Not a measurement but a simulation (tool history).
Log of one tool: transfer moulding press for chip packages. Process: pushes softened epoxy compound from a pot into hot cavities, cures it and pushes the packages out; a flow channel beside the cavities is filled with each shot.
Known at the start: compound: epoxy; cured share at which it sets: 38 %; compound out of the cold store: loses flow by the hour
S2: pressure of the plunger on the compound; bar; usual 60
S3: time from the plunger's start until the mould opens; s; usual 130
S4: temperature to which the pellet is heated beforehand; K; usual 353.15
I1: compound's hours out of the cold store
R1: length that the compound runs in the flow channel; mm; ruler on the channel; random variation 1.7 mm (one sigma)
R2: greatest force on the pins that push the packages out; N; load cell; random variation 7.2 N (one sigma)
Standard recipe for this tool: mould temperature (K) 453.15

run 1 day=0 | mould_temperature_(K)=453.15 S2=60 S3=130 S4=353.15 | I1=31 | R1=713 R2=299
run 2 day=2.517 | mould_temperature_(K)=453.15 S2=60 S3=130 S4=353.15 | I1=20.4 | R1=738 R2=302
-- day=3.621 cavities cleaned with cleaning compound and waxed
run 3 day=5.175 | mould_temperature_(K)=453.15 S2=60 S3=130 S4=353.15 | I1=8.7 | R1=769 R2=303
run 4 day=7.108 | mould_temperature_(K)=446.15 S2=60 S3=130 S4=353.15 | I1=23.2 | R1=753 R2=426
run 5 day=8.646 | mould_temperature_(K)=446.15 S2=60 S3=130 S4=353.15 | I1=37.9 | R1=718 R2=394
-- day=9.283 cavities cleaned with cleaning compound and waxed
run 6 day=10.888 | mould_temperature_(K)=446.15 S2=60 S3=130 S4=353.15 | I1=47.4 | R1=694 R2=399
run 7 day=13.883 | mould_temperature_(K)=446.15 S2=60 S3=130 S4=353.15 | I1=17.6 | R1=764 R2=425
-- day=15.096 cavities cleaned with cleaning compound and waxed
run 8 day=16.071 | mould_temperature_(K)=446.15 S2=60 S3=130 S4=353.15 | I1=40.6 | R1=707 R2=406
run 9 day=19.071 | mould_temperature_(K)=446.15 S2=60 S3=130 S4=353.15 | I1=36.9 | R1=717 R2=416
-- day=20.892 cavities cleaned with cleaning compound and waxed
run 10 day=22.379 | mould_temperature_(K)=446.15 S2=60 S3=130 S4=353.15 | I1=42.9 | R1=707 R2=407
run 11 day=25.788 | mould_temperature_(K)=446.15 S2=60 S3=130 S4=353.15 | I1=10.4 | R1=778 R2=443
-- day=26.717 cavities cleaned with cleaning compound and waxed
run 12 day=29.358 | mould_temperature_(K)=449.15 S2=60 S3=113 S4=358.15 | I1=16.1 | R1=762 R2=458
-- day=32.408 cavities cleaned with cleaning compound and waxed
run 13 day=32.475 | mould_temperature_(K)=453.15 S2=50.4 S3=125 S4=353.15 | I1=47.2 | R1=622 R2=304
run 14 day=34.612 | mould_temperature_(K)=453.15 S2=50.4 S3=125 S4=353.15 | I1=15.9 | R1=686 R2=312
run 15 day=36.346 | mould_temperature_(K)=458.15 S2=61.1 S3=125 S4=354.15 | I1=16.9 | R1=738 R2=291
-- day=37.85 plunger's sealing rings changed
-- day=38.146 cavities cleaned with cleaning compound and waxed
-- day=39.754 mould's thermocouples calibrated
run 16 day=39.754 | mould_temperature_(K)=453.15 S2=60 S3=147 S4=353.15 | I1=38.4 | R1=698 R2=303
run 17 day=41.496 | mould_temperature_(K)=453.15 S2=58.1 S3=147 S4=353.15 | I1=24.1 | R1=719 R2=286
run 18 day=43.175 | mould_temperature_(K)=453.15 S2=58.1 S3=147 S4=353.15 | I1=36.7 | R1=688 R2=298
-- day=43.917 cavities cleaned with cleaning compound and waxed
run 19 day=45.325 | mould_temperature_(K)=448.15 S2=46.3 S3=130 S4=353.15 | I1=18.7 | R1=663 R2=379
run 20 day=47.412 | mould_temperature_(K)=447.15 S2=46.8 S3=130 S4=344.15 | I1=33.6 | R1=640 R2=396
-- day=49.712 cavities cleaned with cleaning compound and waxed
run 21 day=50.212 | mould_temperature_(K)=453.15 S2=60 S3=130 S4=358.15 | I1=21.4 | R1=737 R2=303

What if the next run were any one of these 5? Each begins from the tool's condition after run 21:
run A day=52.583 | mould_temperature_(K)=453.15 S2=55.8 S3=149 S4=352.15 | I1=31.5 | R1=? R2=?
run B day=52.583 | mould_temperature_(K)=445.15 S2=56.6 S3=130 S4=361.15 | I1=14.1 | R1=? R2=?
run C day=52.583 | mould_temperature_(K)=453.15 S2=46.8 S3=130 S4=344.15 | I1=9.9 | R1=? R2=?
run D day=52.583 | mould_temperature_(K)=453.15 S2=61.7 S3=130 S4=351.15 | I1=17.2 | R1=? R2=?
run E day=52.583 | mould_temperature_(K)=455.15 S2=62 S3=130 S4=361.15 | I1=35.6 | R1=? R2=?

run=A R1=687 R2=292
run=B R1=752 R2=478
run=C R1=674 R2=317
run=D R1=759 R2=315
run=E R1=706 R2=297
The same runs, with their run-to-run variation unchanged, on a tool lacking any hidden condition would have given:
run=A R1=687 R2=288
run=B R1=753 R2=471
run=C R1=674 R2=312
run=D R1=759 R2=310
run=E R1=706 R2=293
